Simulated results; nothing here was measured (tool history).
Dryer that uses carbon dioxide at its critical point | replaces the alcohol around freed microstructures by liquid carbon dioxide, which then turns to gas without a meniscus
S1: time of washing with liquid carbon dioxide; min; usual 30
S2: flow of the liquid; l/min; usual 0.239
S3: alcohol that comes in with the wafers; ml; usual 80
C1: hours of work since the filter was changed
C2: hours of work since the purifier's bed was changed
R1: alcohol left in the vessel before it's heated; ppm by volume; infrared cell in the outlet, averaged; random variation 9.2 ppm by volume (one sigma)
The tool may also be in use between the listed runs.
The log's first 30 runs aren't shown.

Run 31, hour 1184.7: usual settings but S1 23 min, S2 0.218 l/min, S3 78 ml; C1 100; C2 774. Result: R1 2786 ppm by volume.
Run 32, hour 1213.9: usual settings but S1 23 min, S2 0.218 l/min, S3 78 ml; C1 117; C2 791. Result: R1 2825 ppm by volume.
Run 33, hour 1242.4: usual settings but S2 0.380 l/min, S3 26 ml; C1 134; C2 808. Result: R1 63 ppm by volume.
Run 34, hour 1277.7: usual settings but S2 0.380 l/min, S3 26 ml; C1 155; C2 828. Result: R1 56 ppm by volume.
Run 35, hour 1327.0: usual settings but S1 32 min; C1 183; C2 857. Result: R1 586 ppm by volume.
Run 36, hour 1379.1: usual settings but S1 32 min, S2 0.206 l/min, S3 86 ml; C1 214; C2 888. Result: R1 1301 ppm by volume.
Run 37, hour 1413.0: usual settings but S2 0.292 l/min, S3 28 ml; C1 234; C2 907. Result: R1 157 ppm by volume.
Run 38, hour 1439.8: usual settings but S2 0.229 l/min, S3 68 ml; C1 249; C2 923. Result: R1 935 ppm by volume.
Run 39, hour 1464.2: usual settings but S1 20 min, S2 0.328 l/min, S3 100 ml; C1 263; C2 937. Result: R1 1618 ppm by volume.
Run 40, hour 1493.4: usual settings but S1 32 min, S2 0.166 l/min, S3 46 ml; C1 280; C2 954. Result: R1 1703 ppm by volume.
Run 41, hour 1536.1: usual settings but S1 32 min, S2 0.166 l/min, S3 46 ml; C1 305; C2 979. Result: R1 1781 ppm by volume.
Run 42, hour 1576.5: usual settings but S1 27 min, S2 0.179 l/min, S3 87 ml; C1 329; C2 1003. Result: R1 4731 ppm by volume.
Run 43, hour 1619.2: usual settings but S1 27 min, S2 0.179 l/min, S3 87 ml; C1 354; C2 1028. Result: R1 4675 ppm by volume.
Run 44, hour 1658.3: usual settings but S1 26 min, S2 0.170 l/min; C1 377; C2 1051. Result: R1 5748 ppm by volume.
Run 45, hour 1712.0: usual settings but S1 26 min, S2 0.219 l/min, S3 31 ml; C1 408; C2 1082. Result: R1 1131 ppm by volume.
At hour 1737.1: inlet filter changed.
Run 46, hour 1743.8: usual settings but S1 24 min, S2 0.155 l/min, S3 23 ml; C1 4; C2 1100. Result: R1 1776 ppm by volume.

4 ways to go on from here, each from the tool as it stands after run 46. What would each give?
Run A, hour 1774.6: usual settings but S2 0.384 l/min; C1 22; C2 1118. Result: R1 ?.
Run B, hour 1774.6: usual settings but S1 19 min, S2 0.187 l/min, S3 64 ml; C1 22; C2 1118. Result: R1 ?.
Run C, hour 1774.6: usual settings but S1 37 min, S2 0.378 l/min, S3 23 ml; C1 22; C2 1118. Result: R1 ?.
Run D, hour 1774.6: usual settings but S1 35 min; C1 22; C2 1118. Result: R1 ?.

run    R1
  A    80
  B  5509
  C    69
  D   305
Without the tool's hidden state the same runs would have given:
run    R1
  A    18
  B  5278
  C     9
  D   228

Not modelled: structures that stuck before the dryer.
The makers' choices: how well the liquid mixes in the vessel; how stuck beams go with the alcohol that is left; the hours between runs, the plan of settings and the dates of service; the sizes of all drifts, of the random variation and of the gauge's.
